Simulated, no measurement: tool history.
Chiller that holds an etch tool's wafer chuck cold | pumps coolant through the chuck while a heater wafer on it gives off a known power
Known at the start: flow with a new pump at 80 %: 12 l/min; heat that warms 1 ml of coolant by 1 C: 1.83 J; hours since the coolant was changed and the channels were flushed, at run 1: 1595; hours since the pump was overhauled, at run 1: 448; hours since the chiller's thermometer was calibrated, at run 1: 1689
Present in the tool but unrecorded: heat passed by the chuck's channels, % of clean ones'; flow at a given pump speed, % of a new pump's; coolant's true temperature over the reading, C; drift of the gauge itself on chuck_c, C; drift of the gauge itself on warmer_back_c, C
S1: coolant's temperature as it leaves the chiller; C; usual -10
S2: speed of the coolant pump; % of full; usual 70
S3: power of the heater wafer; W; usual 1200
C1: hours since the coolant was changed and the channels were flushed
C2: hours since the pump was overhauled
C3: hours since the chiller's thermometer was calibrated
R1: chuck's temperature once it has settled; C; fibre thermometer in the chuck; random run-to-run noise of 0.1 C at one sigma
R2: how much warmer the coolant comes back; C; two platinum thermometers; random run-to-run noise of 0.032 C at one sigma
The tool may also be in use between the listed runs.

{"run": 1, "day": 0.0, "S1": -10, "S2": 70, "S3": 1200, "C1": 1595, "C2": 448, "C3": 1689, "R1": 0.7, "R2": 3.79}
{"run": 2, "day": 1.3, "S1": -10, "S2": 70, "S3": 1200, "C1": 1626, "C2": 479, "C3": 1720, "R1": 0.6, "R2": 3.85}
{"run": 3, "day": 3.088, "S1": -10, "S2": 70, "S3": 1200, "C1": 1669, "C2": 522, "C3": 1763, "R1": 0.6, "R2": 3.87}
{"run": 4, "day": 4.075, "S1": -10, "S2": 70, "S3": 1200, "C1": 1692, "C2": 546, "C3": 1787, "R1": 0.7, "R2": 3.81}
{"run": 5, "day": 5.7, "S1": -10, "S2": 70, "S3": 1200, "C1": 1731, "C2": 585, "C3": 1826, "R1": 0.6, "R2": 3.8}
{"run": 6, "day": 7.233, "S1": -10, "S2": 70, "S3": 1200, "C1": 1768, "C2": 621, "C3": 1863, "R1": 0.7, "R2": 3.78}
{"run": 7, "day": 8.246, "S1": -10, "S2": 70, "S3": 1200, "C1": 1792, "C2": 646, "C3": 1887, "R1": 0.8, "R2": 3.77}
{"run": 8, "day": 10.383, "S1": -10, "S2": 70, "S3": 1097, "C1": 1844, "C2": 697, "C3": 1938, "R1": -0.1, "R2": 3.5}
{"run": 9, "day": 12.454, "S1": -17, "S2": 70, "S3": 1200, "C1": 1893, "C2": 747, "C3": 1988, "R1": -6, "R2": 3.87}
{"run": 10, "day": 13.383, "S1": -17, "S2": 70, "S3": 1200, "C1": 1916, "C2": 769, "C3": 2010, "R1": -6, "R2": 3.83}
{"run": 11, "day": 15.288, "S1": -17, "S2": 70, "S3": 1200, "C1": 1962, "C2": 815, "C3": 2056, "R1": -6.2, "R2": 3.87}
{"run": 12, "day": 17.192, "S1": -10, "S2": 70, "S3": 1200, "C1": 2007, "C2": 860, "C3": 2102, "R1": 0.7, "R2": 3.9}
{"run": 13, "day": 18.221, "S1": -10, "S2": 70, "S3": 1200, "C1": 2032, "C2": 885, "C3": 2126, "R1": 1.1, "R2": 3.85}
{"run": 14, "day": 19.221, "S1": -10, "S2": 70, "S3": 1200, "C1": 2056, "C2": 909, "C3": 2150, "R1": 1, "R2": 3.9}
{"run": 15, "day": 21.312, "S1": -10, "S2": 70, "S3": 1200, "C1": 2106, "C2": 959, "C3": 2201, "R1": 1, "R2": 3.84}
{"run": 16, "day": 22.504, "S1": -10, "S2": 70, "S3": 1200, "C1": 2135, "C2": 988, "C3": 2229, "R1": 1.1, "R2": 3.88}
{"run": 17, "day": 24.446, "S1": -10, "S2": 70, "S3": 1200, "C1": 2181, "C2": 1035, "C3": 2276, "R1": 1, "R2": 3.87}
{"run": 18, "day": 26.275, "S1": -10, "S2": 70, "S3": 1200, "C1": 2225, "C2": 1078, "C3": 2320, "R1": 1, "R2": 3.93}
{"day": 26.662, "done": "coolant pump overhauled"}
{"run": 19, "day": 28.408, "S1": -10, "S2": 94, "S3": 1636, "C1": 2271, "C2": 42, "C3": 2366, "R1": 2.6, "R2": 3.87}
{"run": 20, "day": 30.529, "S1": -8, "S2": 70, "S3": 1354, "C1": 2322, "C2": 93, "C3": 2417, "R1": 4.6, "R2": 4.45}
{"run": 21, "day": 31.821, "S1": -8, "S2": 89, "S3": 731, "C1": 2353, "C2": 124, "C3": 2448, "R1": -1.9, "R2": 1.81}
{"run": 22, "day": 32.808, "S1": -8, "S2": 67, "S3": 731, "C1": 2377, "C2": 147, "C3": 2472, "R1": -0.8, "R2": 2.49}
{"run": 23, "day": 33.938, "S1": -14, "S2": 77, "S3": 1692, "C1": 2404, "C2": 175, "C3": 2499, "R1": 0.8, "R2": 5.07}
{"run": 24, "day": 35.083, "S1": -1, "S2": 92, "S3": 689, "C1": 2432, "C2": 202, "C3": 2526, "R1": 4.8, "R2": 1.74}
{"run": 25, "day": 36.854, "S1": -1, "S2": 92, "S3": 689, "C1": 2474, "C2": 245, "C3": 2569, "R1": 4.6, "R2": 1.76}
{"day": 37.404, "done": "coolant pump overhauled, once more"}
{"run": 26, "day": 38.542, "S1": -1, "S2": 92, "S3": 689, "C1": 2510, "C2": 27, "C3": 2604, "R1": 4.4, "R2": 1.6}
{"run": 27, "day": 40.521, "S1": -10, "S2": 70, "S3": 1442, "C1": 2557, "C2": 75, "C3": 2652, "R1": 3.1, "R2": 4.51}
{"run": 28, "day": 41.483, "S1": -7, "S2": 86, "S3": 791, "C1": 2580, "C2": 98, "C3": 2675, "R1": -0.3, "R2": 2.04}
{"run": 29, "day": 43.15, "S1": -15, "S2": 70, "S3": 845, "C1": 2620, "C2": 138, "C3": 2715, "R1": -7, "R2": 2.64}
{"run": 30, "day": 45.142, "S1": -15, "S2": 70, "S3": 845, "C1": 2668, "C2": 186, "C3": 2763, "R1": -6.9, "R2": 2.62}
{"run": 31, "day": 46.767, "S1": -10, "S2": 70, "S3": 1580, "C1": 2707, "C2": 225, "C3": 2802, "R1": 4.5, "R2": 4.95}
{"run": 32, "day": 48.638, "S1": -10, "S2": 80, "S3": 1200, "C1": 2752, "C2": 270, "C3": 2846, "R1": 0.2, "R2": 3.33}
{"run": 33, "day": 49.804, "S1": -12, "S2": 76, "S3": 881, "C1": 2780, "C2": 298, "C3": 2874, "R1": -4, "R2": 2.49}

A few steps of R1 between consecutive runs. Split each: what settings, incoming material and random variation would produce without the hidden state, and what is left over for the hidden state, along with gauge scatter present in only one of the two compared results (measured, and without hidden state):
Run 11 -> 12: S1 -17 -> -10. R1 +6.9 C: hidden state +0.1, all else +6.8.
Run 20 -> 21: S2 70 -> 89, S3 1354 -> 731. R1 -6.5 C: hidden state -0.5, all else -6.
Run 22 -> 23: S1 -8 -> -14, S2 67 -> 77, S3 731 -> 1692. R1 +1.6 C: hidden state +0.6, all else +1.
Run 23 -> 24: S1 -14 -> -1, S2 77 -> 92, S3 1692 -> 689. R1 +4 C: hidden state -0.7, all else +4.7.
Run 28 -> 29: S1 -7 -> -15, S2 86 -> 70, S3 791 -> 845. R1 -6.7 C: hidden state +0.1, all else -6.8.
Run 30 -> 31: S1 -15 -> -10, S3 845 -> 1580. R1 +11.4 C: hidden state +0.4, all else +11.

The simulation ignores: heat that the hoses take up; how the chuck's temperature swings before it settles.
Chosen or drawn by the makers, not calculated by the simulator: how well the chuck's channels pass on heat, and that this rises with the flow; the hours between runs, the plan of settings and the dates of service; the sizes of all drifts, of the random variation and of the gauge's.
